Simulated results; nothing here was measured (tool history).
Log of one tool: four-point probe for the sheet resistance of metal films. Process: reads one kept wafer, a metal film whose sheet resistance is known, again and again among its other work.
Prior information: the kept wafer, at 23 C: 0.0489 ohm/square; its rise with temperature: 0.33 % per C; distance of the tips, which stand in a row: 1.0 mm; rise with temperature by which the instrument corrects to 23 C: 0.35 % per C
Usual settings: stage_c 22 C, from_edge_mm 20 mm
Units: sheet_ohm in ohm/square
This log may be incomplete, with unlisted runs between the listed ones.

Run 1, hour 0: usual settings. Result: sheet_ohm 0.049076 ohm/square.
Run 2, hour 29.4: usual settings. Result: sheet_ohm 0.049072 ohm/square.
Run 3, hour 49.3: usual settings. Result: sheet_ohm 0.049074 ohm/square.
Run 4, hour 81.6: usual settings. Result: sheet_ohm 0.049091 ohm/square.
Run 5, hour 126.2: usual settings but from_edge_mm 3 mm. Result: sheet_ohm 0.051774 ohm/square.
Run 6, hour 166.7: usual settings but from_edge_mm 3 mm. Result: sheet_ohm 0.051778 ohm/square.
Run 7, hour 199.9: usual settings but stage_c 32 C, from_edge_mm 3 mm. Result: sheet_ohm 0.051715 ohm/square.
Run 8, hour 232.3: usual settings but stage_c 30 C. Result: sheet_ohm 0.04904 ohm/square.
Run 9, hour 270.3: usual settings. Result: sheet_ohm 0.049098 ohm/square.
Run 10, hour 316.6: usual settings but from_edge_mm 43 mm. Result: sheet_ohm 0.049041 ohm/square.
Run 11, hour 347.2: usual settings. Result: sheet_ohm 0.049098 ohm/square.
Run 12, hour 367.9: usual settings. Result: sheet_ohm 0.049112 ohm/square.
Run 13, hour 389.7: usual settings. Result: sheet_ohm 0.049115 ohm/square.
Run 14, hour 410: usual settings but stage_c 18 C. Result: sheet_ohm 0.049131 ohm/square.
Run 15, hour 440.3: usual settings but stage_c 18 C. Result: sheet_ohm 0.049162 ohm/square.
Run 16, hour 474.1: usual settings but stage_c 18 C. Result: sheet_ohm 0.049171 ohm/square.
Run 17, hour 513.7: usual settings but stage_c 18 C. Result: sheet_ohm 0.049154 ohm/square.
Run 18, hour 552.6: usual settings but stage_c 19 C, from_edge_mm 7 mm. Result: sheet_ohm 0.049624 ohm/square.
Run 19, hour 578: usual settings but stage_c 21 C, from_edge_mm 38 mm. Result: sheet_ohm 0.049079 ohm/square.
Run 20, hour 610.6: usual settings but stage_c 29 C, from_edge_mm 5 mm. Result: sheet_ohm 0.050072 ohm/square.
Run 21, hour 634.4: usual settings but stage_c 29 C, from_edge_mm 5 mm. Result: sheet_ohm 0.050068 ohm/square.
Run 22, hour 670.4: usual settings but stage_c 23 C, from_edge_mm 21 mm. Result: sheet_ohm 0.049132 ohm/square.
Run 23, hour 710.9: usual settings but stage_c 20 C, from_edge_mm 48 mm. Result: sheet_ohm 0.049093 ohm/square.
Run 24, hour 742.8: usual settings but from_edge_mm 52 mm. Result: sheet_ohm 0.049105 ohm/square.
Run 25, hour 768.3: usual settings but stage_c 29 C, from_edge_mm 24 mm. Result: sheet_ohm 0.049077 ohm/square.
Run 26, hour 806.3: usual settings but stage_c 31 C, from_edge_mm 32 mm. Result: sheet_ohm 0.049057 ohm/square.
Run 27, hour 842.1: usual settings but stage_c 31 C, from_edge_mm 32 mm. Result: sheet_ohm 0.049059 ohm/square.
Run 28, hour 863.7: usual settings but stage_c 30 C, from_edge_mm 7 mm. Result: sheet_ohm 0.04958 ohm/square.
Run 29, hour 882.8: usual settings but from_edge_mm 40 mm. Result: sheet_ohm 0.049086 ohm/square.
Run 30, hour 922.4: usual settings but stage_c 24 C, from_edge_mm 5 mm. Result: sheet_ohm 0.050105 ohm/square.
Run 31, hour 965: usual settings but stage_c 24 C, from_edge_mm 5 mm. Result: sheet_ohm 0.050115 ohm/square.
Run 32, hour 995.7: usual settings but stage_c 33 C, from_edge_mm 10 mm. Result: sheet_ohm 0.049302 ohm/square.
Run 33, hour 1022: usual settings but stage_c 29 C, from_edge_mm 8 mm. Result: sheet_ohm 0.049472 ohm/square.
Run 34, hour 1053.7: usual settings but stage_c 32 C, from_edge_mm 11 mm. Result: sheet_ohm 0.049267 ohm/square.

Some steps in sheet_ohm, run to run, broken into two amounts with sign: the step expected even without the hidden condition (settings, incoming material, random variation), and the rest, left for the hidden condition together with whatever gauge scatter is not in both the measured and the hidden-condition-free result:
Hidden state at play: inner tips' distance over the nominal, %; tips' flats over new ones', %; wafer's true temperature over the reading, C; drift of the gauge itself on sheet_ohm, %.
Run 4 -> 5: from_edge_mm 20 -> 3. sheet_ohm +0.002683 ohm/square: hidden state +0.000011, all else +0.002672.
Run 7 -> 8: stage_c 32 -> 30, from_edge_mm 3 -> 20. sheet_ohm -0.002675 ohm/square: hidden state -0.000003, all else -0.002672.
Run 19 -> 20: stage_c 21 -> 29, from_edge_mm 38 -> 5. sheet_ohm +0.000993 ohm/square: hidden state +0.000007, all else +0.000986.
Run 29 -> 30: stage_c 22 -> 24, from_edge_mm 40 -> 5. sheet_ohm +0.001019 ohm/square: hidden state +0.000008, all else +0.001011.
